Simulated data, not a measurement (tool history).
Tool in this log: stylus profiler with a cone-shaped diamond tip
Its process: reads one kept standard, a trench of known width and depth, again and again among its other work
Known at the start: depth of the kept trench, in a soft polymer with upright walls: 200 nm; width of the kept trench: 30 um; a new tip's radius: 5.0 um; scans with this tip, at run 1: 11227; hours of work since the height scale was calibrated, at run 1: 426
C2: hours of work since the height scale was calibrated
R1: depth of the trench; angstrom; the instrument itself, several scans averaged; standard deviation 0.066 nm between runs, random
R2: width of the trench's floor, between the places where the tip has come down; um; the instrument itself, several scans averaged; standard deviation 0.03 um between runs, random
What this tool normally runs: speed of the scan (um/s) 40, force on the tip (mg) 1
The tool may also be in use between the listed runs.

Run 1, hour 0: usual settings; scans with this tip 11227; C2 426. Result: R1 2011.6 angstrom, R2 25.6 um.
Run 2, hour 73.6: usual settings but speed of the scan (um/s) 54; scans with this tip 11482; C2 474. Result: R1 2013.1 angstrom, R2 25.54 um.
Run 3, hour 154.3: usual settings but speed of the scan (um/s) 54; scans with this tip 11762; C2 526. Result: R1 2011.2 angstrom, R2 25.54 um.
Run 4, hour 192.7: usual settings but speed of the scan (um/s) 111; scans with this tip 11895; C2 551. Result: R1 2011.9 angstrom, R2 25.06 um.
Run 5, hour 248.9: usual settings but speed of the scan (um/s) 111; scans with this tip 12089; C2 588. Result: R1 2012.7 angstrom, R2 25.08 um.
Run 6, hour 310.5: usual settings but speed of the scan (um/s) 111; scans with this tip 12303; C2 628. Result: R1 2012.5 angstrom, R2 25.02 um.
Run 7, hour 394.9: usual settings; scans with this tip 12595; C2 683. Result: R1 2013 angstrom, R2 25.54 um.
At hour 430: new tip fitted, height scale calibrated.
Run 8, hour 435.2: usual settings; scans with this tip 18; C2 3. Result: R1 2011.3 angstrom, R2 26.92 um.
Run 9, hour 478.2: usual settings; scans with this tip 167; C2 31. Result: R1 2010.1 angstrom, R2 26.89 um.
Run 10, hour 544.5: usual settings; scans with this tip 396; C2 75. Result: R1 2011.5 angstrom, R2 26.82 um.
Run 11, hour 614.2: usual settings but speed of the scan (um/s) 96, force on the tip (mg) 0.39; scans with this tip 638; C2 120. Result: R1 2006.2 angstrom, R2 26.07 um.
Run 12, hour 654: usual settings but speed of the scan (um/s) 122, force on the tip (mg) 0.65; scans with this tip 776; C2 146. Result: R1 2009.5 angstrom, R2 26.12 um.
Run 13, hour 707.5: usual settings but speed of the scan (um/s) 35, force on the tip (mg) 1.58; scans with this tip 961; C2 181. Result: R1 2015.7 angstrom, R2 26.88 um.
Run 14, hour 752.7: usual settings but speed of the scan (um/s) 15; scans with this tip 1118; C2 210. Result: R1 2011.5 angstrom, R2 26.94 um.
Run 15, hour 796.1: usual settings but speed of the scan (um/s) 10, force on the tip (mg) 1.19; scans with this tip 1268; C2 239. Result: R1 2011.7 angstrom, R2 26.94 um.
Run 16, hour 882.2: usual settings but speed of the scan (um/s) 52, force on the tip (mg) 2.21; scans with this tip 1567; C2 295. Result: R1 2020.4 angstrom, R2 26.71 um.
Run 17, hour 923.9: usual settings but speed of the scan (um/s) 52, force on the tip (mg) 2.21; scans with this tip 1711; C2 322. Result: R1 2020.5 angstrom, R2 26.7 um.
Run 18, hour 997.5: usual settings but speed of the scan (um/s) 61, force on the tip (mg) 0.37; scans with this tip 1966; C2 370. Result: R1 2007.2 angstrom, R2 26.24 um.
Run 19, hour 1042.1: usual settings but speed of the scan (um/s) 16, force on the tip (mg) 2.95; scans with this tip 2120; C2 399. Result: R1 2023.6 angstrom, R2 26.8 um.

Below are 4 alternative next runs, each starting from the tool's condition after run 19. Predict each:
Run A, hour 1130.8: usual settings but speed of the scan (um/s) 24, force on the tip (mg) 2.48; scans with this tip 2428; C2 457. Result: R1 ?, R2 ?.
Run B, hour 1130.8: usual settings but speed of the scan (um/s) 131, force on the tip (mg) 2.95; scans with this tip 2428; C2 457. Result: R1 ?, R2 ?.
Run C, hour 1130.8: usual settings but speed of the scan (um/s) 75, force on the tip (mg) 0.43; scans with this tip 2428; C2 457. Result: R1 ?, R2 ?.
Run D, hour 1130.8: usual settings but speed of the scan (um/s) 144, force on the tip (mg) 2.95; scans with this tip 2428; C2 457. Result: R1 ?, R2 ?.

run      R1     R2
  A  2021.7  26.76
  B  2024.4  26.32
  C  2007.6  26.08
  D  2023.6  26.29
What these runs would have given with no unlogged condition in the tool:
run      R1     R2
  A  2019.8   27.1
  B  2022.5  26.66
  C  2005.8  26.42
  D  2021.7  26.63

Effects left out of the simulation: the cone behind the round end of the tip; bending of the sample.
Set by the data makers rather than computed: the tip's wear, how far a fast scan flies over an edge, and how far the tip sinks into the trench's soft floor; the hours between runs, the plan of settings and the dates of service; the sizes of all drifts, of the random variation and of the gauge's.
